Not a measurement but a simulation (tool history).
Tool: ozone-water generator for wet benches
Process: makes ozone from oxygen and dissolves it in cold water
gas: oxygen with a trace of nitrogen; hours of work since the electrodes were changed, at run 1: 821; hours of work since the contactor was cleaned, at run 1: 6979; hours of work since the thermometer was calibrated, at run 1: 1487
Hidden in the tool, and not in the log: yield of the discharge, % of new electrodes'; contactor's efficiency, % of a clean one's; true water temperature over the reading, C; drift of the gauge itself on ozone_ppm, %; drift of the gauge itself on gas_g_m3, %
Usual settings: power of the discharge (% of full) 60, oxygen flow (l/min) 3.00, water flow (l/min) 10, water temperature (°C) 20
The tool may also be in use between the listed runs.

run,hour,power of the discharge (% of full),oxygen flow (l/min),water flow (l/min),water temperature (°C),hours of work since the electrodes were changed,hours of work since the contactor was cleaned,hours of work since the thermometer was calibrated,dissolved ozone (ppm),ozone in the gas ahead of the water (g/m3)
1,0.0,60,3.00,10,20,821,6979,1487,25.4,204.2
2,50.4,60,3.00,10,20,868,7026,1534,25.2,203.4
3,79.9,60,3.00,10,20,896,7054,1561,25.4,202.7
4,120.0,60,3.00,10,20,933,7091,1599,25.3,204.1
5,171.1,60,3.00,10,20,981,7139,1647,25.4,202.1
6,223.9,60,3.00,10,20,1030,7188,1696,25.4,203.2
7,276.1,60,3.00,10,20,1079,7237,1745,25.2,203.6
8,302.5,60,3.00,10,20,1104,7262,1770,25.4,204.1
9,330.0,60,3.00,10,20,1130,7288,1795,25.2,203.4
10,380.8,60,3.00,10,20,1177,7335,1843,25.2,200.9
11,435.8,60,3.00,10,26,1229,7387,1894,22.7,200.9
12,492.2,60,3.00,10,20,1281,7439,1947,25.3,201.8
13,519.2,60,3.00,10,20,1307,7465,1972,25.3,202.7
14,544.8,80,2.78,6,20,1331,7489,1996,42.4,262.4
15,597.9,80,2.78,6,20,1380,7538,2046,42.7,262.9
16,637.2,40,1.99,6,20,1417,7575,2083,24.3,170.1
17,664.9,40,1.99,6,20,1443,7601,2109,24.3,171.6
18,705.4,60,3.38,10,20,1481,7639,2147,25.3,192.6
19,743.6,60,3.38,10,20,1517,7675,2182,25.2,194.0
20,801.6,60,2.94,10,18,1571,7729,2236,25.6,204.1
21,827.4,60,2.94,10,18,1595,7753,2261,25.7,203.5
22,869.8,60,2.94,10,18,1635,7793,2300,25.7,200.6
23,915.1,72,3.00,9,20,1677,7835,2343,31.0,232.2
24,940.9,71,4.95,13,25,1701,7859,2367,22.7,187.9
25,982.5,80,4.95,13,25,1740,7898,2406,25.2,209.6
26,1015.8,60,3.00,11,17,1771,7929,2437,24.4,199.1

Hidden state or all else? Some run-to-run changes of dissolved ozone (ppm), split into what the settings, what came in and random variation would give without the hidden state, and what is left for the hidden state (with any gauge scatter that isn't in both results):
Run 13 -> 14: power of the discharge (% of full) 60 -> 80, oxygen flow (l/min) 3.00 -> 2.78, water flow (l/min) 10 -> 6. dissolved ozone (ppm) +17.1: hidden state -1.0, all else +18.1.
Run 15 -> 16: power of the discharge (% of full) 80 -> 40, oxygen flow (l/min) 2.78 -> 1.99. dissolved ozone (ppm) -18.4: hidden state +1.7, all else -20.1.

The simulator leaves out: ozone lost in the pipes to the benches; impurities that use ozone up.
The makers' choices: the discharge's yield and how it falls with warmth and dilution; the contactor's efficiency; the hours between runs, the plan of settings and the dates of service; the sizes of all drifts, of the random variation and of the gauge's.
